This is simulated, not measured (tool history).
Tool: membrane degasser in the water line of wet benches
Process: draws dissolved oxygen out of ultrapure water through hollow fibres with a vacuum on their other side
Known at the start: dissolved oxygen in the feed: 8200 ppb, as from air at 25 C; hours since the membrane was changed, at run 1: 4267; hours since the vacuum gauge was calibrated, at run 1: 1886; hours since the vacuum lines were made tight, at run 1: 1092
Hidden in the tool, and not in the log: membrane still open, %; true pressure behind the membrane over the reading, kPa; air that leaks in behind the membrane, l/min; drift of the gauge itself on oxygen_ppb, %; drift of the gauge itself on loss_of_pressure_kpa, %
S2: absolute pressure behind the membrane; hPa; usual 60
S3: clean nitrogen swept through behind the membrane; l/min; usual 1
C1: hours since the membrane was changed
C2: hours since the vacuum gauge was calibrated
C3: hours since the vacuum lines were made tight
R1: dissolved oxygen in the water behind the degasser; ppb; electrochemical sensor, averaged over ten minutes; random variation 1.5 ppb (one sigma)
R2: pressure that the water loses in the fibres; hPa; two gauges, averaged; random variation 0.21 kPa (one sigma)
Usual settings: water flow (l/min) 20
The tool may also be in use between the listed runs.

run 1 hour=0 | water_flow_(l/min)=20 S2=60 S3=1 | C1=4267 C2=1886 C3=1092 | R1=162.7 R2=519
run 2 hour=143.2 | water_flow_(l/min)=20 S2=60 S3=1 | C1=4410 C2=2029 C3=1235 | R1=162.5 R2=520
run 3 hour=412.2 | water_flow_(l/min)=20 S2=60 S3=1 | C1=4679 C2=2298 C3=1504 | R1=163.3 R2=515.5
run 4 hour=655 | water_flow_(l/min)=20 S2=60 S3=1 | C1=4922 C2=2541 C3=1747 | R1=166.8 R2=520.8
run 5 hour=987.4 | water_flow_(l/min)=20 S2=60 S3=1 | C1=5254 C2=2873 C3=2079 | R1=166.3 R2=523
run 6 hour=1244.6 | water_flow_(l/min)=20 S2=50.7 S3=1 | C1=5511 C2=3130 C3=2337 | R1=126 R2=524.1
run 7 hour=1583.2 | water_flow_(l/min)=27 S2=60 S3=1 | C1=5850 C2=3469 C3=2675 | R1=254.7 R2=711.7
run 8 hour=1806.3 | water_flow_(l/min)=27 S2=60 S3=1 | C1=6073 C2=3692 C3=2898 | R1=257 R2=714.9
run 9 hour=2113 | water_flow_(l/min)=27 S2=60 S3=1 | C1=6380 C2=3999 C3=3205 | R1=258.9 R2=717.5
run 10 hour=2411.4 | water_flow_(l/min)=20 S2=60 S3=1 | C1=6678 C2=4297 C3=3503 | R1=176 R2=533.3
-- hour=2457.8 vacuum gauge calibrated
run 11 hour=2558.6 | water_flow_(l/min)=19 S2=60 S3=1.99 | C1=6825 C2=101 C3=3650 | R1=99.1 R2=508.4
run 12 hour=2833.7 | water_flow_(l/min)=14 S2=90.9 S3=1.81 | C1=7100 C2=376 C3=3925 | R1=122.6 R2=374.4
run 13 hour=3079.8 | water_flow_(l/min)=30 S2=60 S3=1.34 | C1=7346 C2=622 C3=4171 | R1=253.1 R2=812.1
run 14 hour=3237.4 | water_flow_(l/min)=27 S2=48.4 S3=2.09 | C1=7504 C2=780 C3=4329 | R1=144.2 R2=726.2
run 15 hour=3572.1 | water_flow_(l/min)=12 S2=42 S3=1.32 | C1=7838 C2=1114 C3=4664 | R1=32.5 R2=322.8
run 16 hour=3904.7 | water_flow_(l/min)=12 S2=42 S3=1.32 | C1=8171 C2=1447 C3=4996 | R1=32.7 R2=323.7
run 17 hour=4086.7 | water_flow_(l/min)=18 S2=42 S3=0.94 | C1=8353 C2=1629 C3=5178 | R1=80.2 R2=489.9
run 18 hour=4290.3 | water_flow_(l/min)=18 S2=42 S3=0.94 | C1=8557 C2=1832 C3=5382 | R1=82.5 R2=489.7
run 19 hour=4480.2 | water_flow_(l/min)=25 S2=143.7 S3=2.84 | C1=8746 C2=2022 C3=5572 | R1=312 R2=684.8

4 ways to go on from here, each from the tool as it stands after run 19. What would each give?
run A hour=4732.9 | water_flow_(l/min)=18 S2=60 S3=0.58 | C1=8999 C2=2275 C3=5824 | R1=? R2=?
run B hour=4732.9 | water_flow_(l/min)=17 S2=115.5 S3=1 | C1=8999 C2=2275 C3=5824 | R1=? R2=?
run C hour=4732.9 | water_flow_(l/min)=20 S2=76.2 S3=1 | C1=8999 C2=2275 C3=5824 | R1=? R2=?
run D hour=4732.9 | water_flow_(l/min)=20 S2=60 S3=1.25 | C1=8999 C2=2275 C3=5824 | R1=? R2=?

run=A R1=224.4 R2=494.4
run=B R1=354.6 R2=467.9
run=C R1=243.6 R2=549.4
run=D R1=158.1 R2=553.7
Without the tool's hidden state the same runs would have given:
run=A R1=198.4 R2=440.8
run=B R1=329.2 R2=417.3
run=C R1=214.3 R2=489.9
run=D R1=129.4 R2=493.8
